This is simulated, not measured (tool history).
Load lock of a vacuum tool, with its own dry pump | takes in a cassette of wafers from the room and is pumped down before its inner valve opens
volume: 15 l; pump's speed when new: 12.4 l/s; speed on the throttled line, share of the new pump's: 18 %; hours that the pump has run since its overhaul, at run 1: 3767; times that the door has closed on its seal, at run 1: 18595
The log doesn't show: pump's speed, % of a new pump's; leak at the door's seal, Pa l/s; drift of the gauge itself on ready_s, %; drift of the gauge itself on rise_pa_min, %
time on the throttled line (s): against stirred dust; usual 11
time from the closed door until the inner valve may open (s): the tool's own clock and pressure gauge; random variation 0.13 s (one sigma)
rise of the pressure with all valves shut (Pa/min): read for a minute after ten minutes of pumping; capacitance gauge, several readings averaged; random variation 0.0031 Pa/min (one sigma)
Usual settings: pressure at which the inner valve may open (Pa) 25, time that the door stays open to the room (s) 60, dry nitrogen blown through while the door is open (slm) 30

run    hour  time on the throttled line (s)  pressure at which the inner valve may open (Pa)  time that the door stays open to the room (s)  dry nitrogen blown through while the door is open (slm)  hours that the pump has run since its overhaul  times that the door has closed on its seal  incoming humidity of the room's air, %  time from the closed door until the inner valve may open (s)  rise of the pressure with all valves shut (Pa/min)
  1     0.0                              11                                               25                                             60                                                       30                                            3767                                       18595                                    43.6                                                          19.3                                               0.049
  2   275.7                              11                                               25                                             60                                                       30                                            4043                                       19819                                    45.4                                                          19.3                                               0.060
  3   519.9                              11                                               25                                             60                                                       30                                            4287                                       20904                                    45.2                                                          19.1                                               0.058
  4   672.7                              11                                               25                                             60                                                       30                                            4440                                       21583                                    45.8                                                          19.2                                               0.060
  5   958.8                              11                                               25                                             60                                                       30                                            4726                                       22854                                    44.8                                                          19.0                                               0.057
  6  1086.6                              11                                               25                                             60                                                       30                                            4854                                       23421                                    45.1                                                          19.4                                               0.058
  7  1232.4                              11                                               25                                             60                                                       30                                            5000                                       24069                                    47.5                                                          18.9                                               0.068
  8  1456.8                              10                                               25                                             60                                                       30                                            5224                                       25066                                    45.2                                                          18.3                                               0.054
  9  1761.6                              10                                               25                                             60                                                       30                                            5529                                       26420                                    43.0                                                          18.3                                               0.055
 10  2030.5                              11                                               25                                             60                                                       30                                            5798                                       27614                                    46.8                                                          19.3                                               0.064
 11  2205.6                              16                                               19                                             26                                                       22                                            5973                                       28392                                    44.8                                                          23.7                                               0.040
 12  2354.0                              11                                               25                                             60                                                       15                                            6121                                       29051                                    46.0                                                          19.2                                               0.084
 13  2566.2                               6                                               25                                             60                                                       15                                            6333                                       29993                                    43.7                                                          15.1                                               0.078
 14  2869.8                               6                                               19                                             89                                                       31                                            6637                                       31342                                    43.2                                                          15.3                                               0.070
 15  3001.7                               6                                               19                                             89                                                       31                                            6769                                       31928                                    46.0                                                          15.6                                               0.073
 16  3158.5                              11                                               43                                            209                                                       30                                            6926                                       32625                                    38.4                                                          18.7                                               0.123
 17  3362.1                               7                                               25                                             60                                                       30                                            7129                                       33529                                    45.4                                                          15.9                                               0.055
 18  3563.6                              11                                               25                                             60                                                       12                                            7331                                       34424                                    43.4                                                          19.2                                               0.086
 19  3779.4                              11                                               25                                             60                                                       17                                            7547                                       35383                                    42.2                                                          19.3                                               0.075

5 ways to go on from here, each from the tool as it stands after run 19. What would each give?
  A  4038.9                              12                                               25                                            183                                                       17                                            7806                                       36536                                    44.3                                                             ?                                                   ?
  B  4038.9                              19                                               25                                             38                                                       30                                            7806                                       36536                                    47.2                                                             ?                                                   ?
  C  4038.9                               6                                               38                                             60                                                       17                                            7806                                       36536                                    47.0                                                             ?                                                   ?
  D  4038.9                              11                                               25                                             60                                                       39                                            7806                                       36536                                    45.2                                                             ?                                                   ?
  E  4038.9                               8                                               48                                            213                                                       30                                            7806                                       36536                                    46.1                                                             ?                                                   ?

run  time from the closed door until the inner valve may open (s)  rise of the pressure with all valves shut (Pa/min)
  A                                                          19.9                                               0.169
  B                                                          25.7                                               0.049
  C                                                          14.5                                               0.083
  D                                                          19.3                                               0.059
  E                                                          15.9                                               0.144
Without the tool's hidden state the same runs would have given:
run  time from the closed door until the inner valve may open (s)  rise of the pressure with all valves shut (Pa/min)
  A                                                          19.9                                               0.168
  B                                                          25.7                                               0.048
  C                                                          14.5                                               0.082
  D                                                          19.3                                               0.058
  E                                                          15.9                                               0.143
